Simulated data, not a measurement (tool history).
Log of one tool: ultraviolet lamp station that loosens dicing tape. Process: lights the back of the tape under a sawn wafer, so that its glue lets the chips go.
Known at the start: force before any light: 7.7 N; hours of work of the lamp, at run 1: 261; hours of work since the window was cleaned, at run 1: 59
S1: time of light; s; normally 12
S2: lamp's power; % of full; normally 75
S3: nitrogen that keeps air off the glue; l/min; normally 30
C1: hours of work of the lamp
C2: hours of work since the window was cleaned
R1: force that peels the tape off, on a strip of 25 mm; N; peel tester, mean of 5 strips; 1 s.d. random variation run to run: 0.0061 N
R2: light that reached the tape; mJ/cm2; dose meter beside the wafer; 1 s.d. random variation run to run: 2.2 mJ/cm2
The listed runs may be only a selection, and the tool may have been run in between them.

Run 1, day 0: usual settings; C1 261; C2 59. Result: R1 0.18 N, R2 208 mJ/cm2.
Run 2, day 2.258: usual settings; C1 286; C2 83. Result: R1 0.158 N, R2 208 mJ/cm2.
Run 3, day 4.225: usual settings but S2 70 % of full; C1 307; C2 105. Result: R1 0.203 N, R2 191 mJ/cm2.
Run 4, day 6.579: usual settings but S2 81 % of full; C1 333; C2 130. Result: R1 0.156 N, R2 221 mJ/cm2.
Run 5, day 8.767: usual settings but S2 64 % of full; C1 356; C2 154. Result: R1 0.26 N, R2 178 mJ/cm2.
Run 6, day 11.958: usual settings but S2 73 % of full; C1 391; C2 189. Result: R1 0.183 N, R2 201 mJ/cm2.
Run 7, day 14.875: usual settings but S2 73 % of full; C1 423; C2 220. Result: R1 0.178 N, R2 204 mJ/cm2.
At day 16.096: window cleaned of glue's vapour.
Run 8, day 18.454: usual settings but S2 71 % of full; C1 461; C2 26. Result: R1 0.201 N, R2 196 mJ/cm2.
Run 9, day 20.983: usual settings but S2 71 % of full; C1 489; C2 53. Result: R1 0.187 N, R2 194 mJ/cm2.
Run 10, day 23.55: usual settings; C1 517; C2 81. Result: R1 0.177 N, R2 206 mJ/cm2.
Run 11, day 26.033: usual settings; C1 544; C2 108. Result: R1 0.169 N, R2 206 mJ/cm2.
Run 12, day 29.529: usual settings; C1 581; C2 146. Result: R1 0.184 N, R2 205 mJ/cm2.
Run 13, day 32.167: usual settings; C1 610; C2 174. Result: R1 0.175 N, R2 209 mJ/cm2.
Run 14, day 34.675: usual settings but S3 12 l/min; C1 637; C2 202. Result: R1 0.408 N, R2 206 mJ/cm2.
Run 15, day 36.529: usual settings but S2 61 % of full, S3 12 l/min; C1 657; C2 222. Result: R1 0.657 N, R2 165 mJ/cm2.
At day 37.633: window cleaned of glue's vapour.
Run 16, day 38.579: usual settings but S2 61 % of full, S3 12 l/min; C1 680; C2 10. Result: R1 0.663 N, R2 165 mJ/cm2.
Run 17, day 40.758: usual settings; C1 703; C2 34. Result: R1 0.178 N, R2 205 mJ/cm2.
Run 18, day 42.912: usual settings; C1 727; C2 57. Result: R1 0.166 N, R2 205 mJ/cm2.
Run 19, day 45.654: usual settings but S2 91 % of full; C1 756; C2 87. Result: R1 0.117 N, R2 250 mJ/cm2.
Run 20, day 48.608: usual settings; C1 788; C2 119. Result: R1 0.171 N, R2 208 mJ/cm2.
Run 21, day 51.988: usual settings but S3 18 l/min; C1 825; C2 156. Result: R1 0.273 N, R2 207 mJ/cm2.
Run 22, day 54.958: usual settings but S3 18 l/min; C1 857; C2 188. Result: R1 0.27 N, R2 205 mJ/cm2.
Run 23, day 57.129: usual settings but S1 11 s, S2 68 % of full; C1 881; C2 212. Result: R1 0.271 N, R2 171 mJ/cm2.
Run 24, day 58.675: usual settings but S1 13 s, S3 51 l/min; C1 898; C2 228. Result: R1 0.116 N, R2 222 mJ/cm2.
At day 59.188: window cleaned of glue's vapour.
At day 61.179: lamp changed.
Run 25, day 61.179: usual settings but S1 10 s, S2 73 % of full, S3 17 l/min; C1 0; C2 21. Result: R1 0.502 N, R2 166 mJ/cm2.
Run 26, day 63.129: usual settings but S1 10 s, S2 60 % of full, S3 18 l/min; C1 21; C2 42. Result: R1 0.731 N, R2 140 mJ/cm2.
Run 27, day 64.883: usual settings but S1 10 s, S2 60 % of full, S3 18 l/min; C1 40; C2 61. Result: R1 0.719 N, R2 136 mJ/cm2.
Run 28, day 68.367: usual settings but S3 9 l/min; C1 78; C2 99. Result: R1 0.525 N, R2 205 mJ/cm2.
Run 29, day 70.171: usual settings but S3 9 l/min; C1 98; C2 119. Result: R1 0.549 N, R2 205 mJ/cm2.
Run 30, day 72.079: usual settings but S1 10 s, S2 62 % of full, S3 16 l/min; C1 118; C2 139. Result: R1 0.726 N, R2 143 mJ/cm2.
Run 31, day 74.233: usual settings but S1 10 s, S2 62 % of full, S3 16 l/min; C1 142; C2 163. Result: R1 0.729 N, R2 140 mJ/cm2.
Run 32, day 76.962: usual settings but S2 83 % of full, S3 9 l/min; C1 171; C2 192. Result: R1 0.421 N, R2 225 mJ/cm2.
Run 33, day 78.912: usual settings but S1 14 s, S3 10 l/min; C1 193; C2 214. Result: R1 0.34 N, R2 241 mJ/cm2.
At day 80.75: window cleaned of glue's vapour.
Run 34, day 81.1: usual settings but S1 11 s, S2 92 % of full, S3 10 l/min; C1 216; C2 4. Result: R1 0.357 N, R2 234 mJ/cm2.

Estimate the outcome of run 35 from the log above:
Run 35, day 84.012: usual settings but S1 22 s, S2 93 % of full, S3 12 l/min; C1 248; C2 35. Result: R1 ?, R2 ?.

Run 35 produced R1 0.093 N, R2 467 mJ/cm2.
On a tool with no hidden condition, and with the same random variation, this run would have come out at R1 0.093 N, R2 467 mJ/cm2.

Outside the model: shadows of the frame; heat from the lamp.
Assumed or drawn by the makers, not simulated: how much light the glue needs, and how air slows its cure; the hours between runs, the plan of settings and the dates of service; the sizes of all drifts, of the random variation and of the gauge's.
